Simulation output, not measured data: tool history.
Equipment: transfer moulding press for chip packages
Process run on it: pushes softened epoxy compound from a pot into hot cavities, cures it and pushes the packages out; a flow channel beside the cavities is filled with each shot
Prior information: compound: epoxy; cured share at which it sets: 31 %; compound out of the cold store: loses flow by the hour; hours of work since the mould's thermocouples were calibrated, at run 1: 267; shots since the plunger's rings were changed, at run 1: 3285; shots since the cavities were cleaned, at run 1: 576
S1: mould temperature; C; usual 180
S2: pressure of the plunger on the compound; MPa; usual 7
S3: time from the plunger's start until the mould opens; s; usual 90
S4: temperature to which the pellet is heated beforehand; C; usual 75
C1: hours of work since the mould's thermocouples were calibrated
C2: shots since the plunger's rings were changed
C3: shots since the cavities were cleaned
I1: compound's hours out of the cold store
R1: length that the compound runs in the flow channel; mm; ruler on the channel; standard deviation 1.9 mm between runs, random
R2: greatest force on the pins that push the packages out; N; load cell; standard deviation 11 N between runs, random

run 1 hour=0 | S1=180 S2=7 S3=90 S4=75 | C1=267 C2=3285 C3=576 | I1=39.4 | R1=495 R2=840
-- hour=15.2 plunger's sealing rings changed
run 2 hour=19.4 | S1=180 S2=7 S3=90 S4=75 | C1=279 C2=56 C3=797 | I1=41.8 | R1=512 R2=880
-- hour=29.6 cavities cleaned with cleaning compound and waxed
run 3 hour=36.9 | S1=180 S2=7 S3=90 S4=75 | C1=291 C2=264 C3=95 | I1=26.5 | R1=561 R2=612
run 4 hour=71.9 | S1=180 S2=7 S3=90 S4=75 | C1=316 C2=720 C3=551 | I1=36.2 | R1=525 R2=828
-- hour=101.7 cavities cleaned with cleaning compound and waxed
run 5 hour=107.8 | S1=180 S2=7 S3=89 S4=75 | C1=340 C2=1168 C3=79 | I1=21.8 | R1=567 R2=624
run 6 hour=143.9 | S1=180 S2=7 S3=89 S4=82 | C1=366 C2=1638 C3=549 | I1=18.2 | R1=579 R2=907
-- hour=174.1 cavities cleaned with cleaning compound and waxed
run 7 hour=175 | S1=180 S2=5.74 S3=90 S4=75 | C1=388 C2=2025 C3=13 | I1=34.6 | R1=469 R2=550
run 8 hour=192.8 | S1=180 S2=7 S3=90 S4=75 | C1=401 C2=2256 C3=244 | I1=14.9 | R1=581 R2=758
run 9 hour=218.8 | S1=180 S2=7 S3=90 S4=75 | C1=419 C2=2595 C3=583 | I1=25.6 | R1=547 R2=843
-- hour=246.7 cavities cleaned with cleaning compound and waxed
run 10 hour=253.9 | S1=180 S2=7 S3=90 S4=75 | C1=443 C2=3033 C3=93 | I1=10 | R1=597 R2=673
run 11 hour=283.5 | S1=181 S2=7 S3=90 S4=75 | C1=465 C2=3418 C3=478 | I1=22.2 | R1=545 R2=800
-- hour=288 plunger's sealing rings changed
run 12 hour=312.1 | S1=181 S2=7 S3=90 S4=75 | C1=484 C2=314 C3=819 | I1=23.5 | R1=566 R2=885
-- hour=320.4 cavities cleaned with cleaning compound and waxed
run 13 hour=342 | S1=181 S2=7 S3=90 S4=82 | C1=504 C2=684 C3=281 | I1=39.1 | R1=512 R2=677
run 14 hour=364.2 | S1=182 S2=7 S3=90 S4=80 | C1=520 C2=973 C3=570 | I1=43.7 | R1=494 R2=759
-- hour=391.9 cavities cleaned with cleaning compound and waxed
run 15 hour=391.9 | S1=177 S2=5.3 S3=82 S4=75 | C1=539 C2=1314 C3=0 | I1=41.3 | R1=445 R2=813
run 16 hour=414.7 | S1=174 S2=8.11 S3=75 S4=78 | C1=555 C2=1611 C3=297 | I1=45.7 | R1=539 R2=1630
run 17 hour=443.6 | S1=174 S2=8.11 S3=75 S4=78 | C1=576 C2=1988 C3=674 | I1=47.7 | R1=526 R2=1892
-- hour=464.5 cavities cleaned with cleaning compound and waxed
run 18 hour=477.5 | S1=174 S2=5.47 S3=89 S4=78 | C1=599 C2=2411 C3=170 | I1=27.3 | R1=493 R2=1131
run 19 hour=500.5 | S1=174 S2=7.29 S3=89 S4=78 | C1=616 C2=2710 C3=469 | I1=27.7 | R1=567 R2=1288
run 20 hour=522 | S1=180 S2=7.36 S3=93 S4=72 | C1=631 C2=2991 C3=750 | I1=45.7 | R1=490 R2=837
-- hour=536.7 cavities cleaned with cleaning compound and waxed
run 21 hour=549.1 | S1=180 S2=6.33 S3=98 S4=78 | C1=650 C2=3324 C3=161 | I1=8.6 | R1=574 R2=612
-- hour=562.6 plunger's sealing rings changed
run 22 hour=574 | S1=183 S2=6.62 S3=120 S4=83 | C1=666 C2=149 C3=454 | I1=33.8 | R1=511 R2=593
run 23 hour=595.7 | S1=183 S2=6.62 S3=120 S4=83 | C1=682 C2=431 C3=736 | I1=30.6 | R1=525 R2=641
-- hour=612.6 cavities cleaned with cleaning compound and waxed
run 24 hour=624.3 | S1=180 S2=7 S3=85 S4=69 | C1=701 C2=785 C3=154 | I1=24.8 | R1=561 R2=810
run 25 hour=640.6 | S1=173 S2=6.11 S3=101 S4=75 | C1=713 C2=996 C3=365 | I1=10.1 | R1=602 R2=1118
run 26 hour=675.1 | S1=173 S2=6.8 S3=101 S4=75 | C1=738 C2=1446 C3=815 | I1=40.7 | R1=514 R2=1126

Each row is a separate what-if for the run after 26, all from the same tool condition, not one after another. Results?
-- hour=685.2 cavities cleaned with cleaning compound and waxed
run A hour=707.2 | S1=186 S2=6.8 S3=104 S4=67 | C1=760 C2=1845 C3=287 | I1=21.9 | R1=? R2=?
-- hour=685.2 cavities cleaned with cleaning compound and waxed
run B hour=707.2 | S1=174 S2=6.8 S3=129 S4=75 | C1=760 C2=1845 C3=287 | I1=43.5 | R1=? R2=?
-- hour=685.2 cavities cleaned with cleaning compound and waxed
run C hour=707.2 | S1=174 S2=6.8 S3=101 S4=84 | C1=760 C2=1845 C3=287 | I1=9.9 | R1=? R2=?
-- hour=685.2 cavities cleaned with cleaning compound and waxed
run D hour=707.2 | S1=180 S2=5.49 S3=85 S4=82 | C1=760 C2=1845 C3=287 | I1=19.7 | R1=? R2=?

run=A R1=546 R2=558
run=B R1=503 R2=607
run=C R1=620 R2=936
run=D R1=509 R2=903
With the hidden condition removed and each run's random variation left untouched, the same runs would have given:
run=A R1=561 R2=399
run=B R1=517 R2=431
run=C R1=637 R2=645
run=D R1=523 R2=628
